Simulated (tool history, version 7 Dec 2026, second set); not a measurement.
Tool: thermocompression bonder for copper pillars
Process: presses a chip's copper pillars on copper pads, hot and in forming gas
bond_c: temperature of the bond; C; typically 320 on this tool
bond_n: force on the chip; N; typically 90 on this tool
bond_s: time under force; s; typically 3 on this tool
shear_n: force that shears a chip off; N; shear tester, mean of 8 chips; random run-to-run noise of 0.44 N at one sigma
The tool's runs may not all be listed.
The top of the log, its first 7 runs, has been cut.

run   hour  bond_c  bond_n  bond_s  shear_n
  8    138     320      82       3     35.5
  9  166.1     320      82       3     34.9
 10  185.7     320      82       3     35.4
 11  200.4     320      82       3     35.5
 12  213.9     320      82       3     35.3
 13  231.1     320      82       3     35.5
 14  249.6     294      90       3     28.8
     257.6  -- forming gas filter changed
 15  262.6     294      90       2     25.1
 16  277.8     294      90       2     23.8
 17  292.1     294      90       2     24.4
 18    317     294      90       2     24.2
 19  331.5     294      90       2     25.5
 20  343.1     294      90       2     23.9
 21  354.8     294      90       2     24.5

The next listed run, before its measurement:
 22  369.7     338      90       3        ?

Run 22 gave shear_n 45.7 N.
With no hidden state in the tool, this same run would have given shear_n 45.8 N.

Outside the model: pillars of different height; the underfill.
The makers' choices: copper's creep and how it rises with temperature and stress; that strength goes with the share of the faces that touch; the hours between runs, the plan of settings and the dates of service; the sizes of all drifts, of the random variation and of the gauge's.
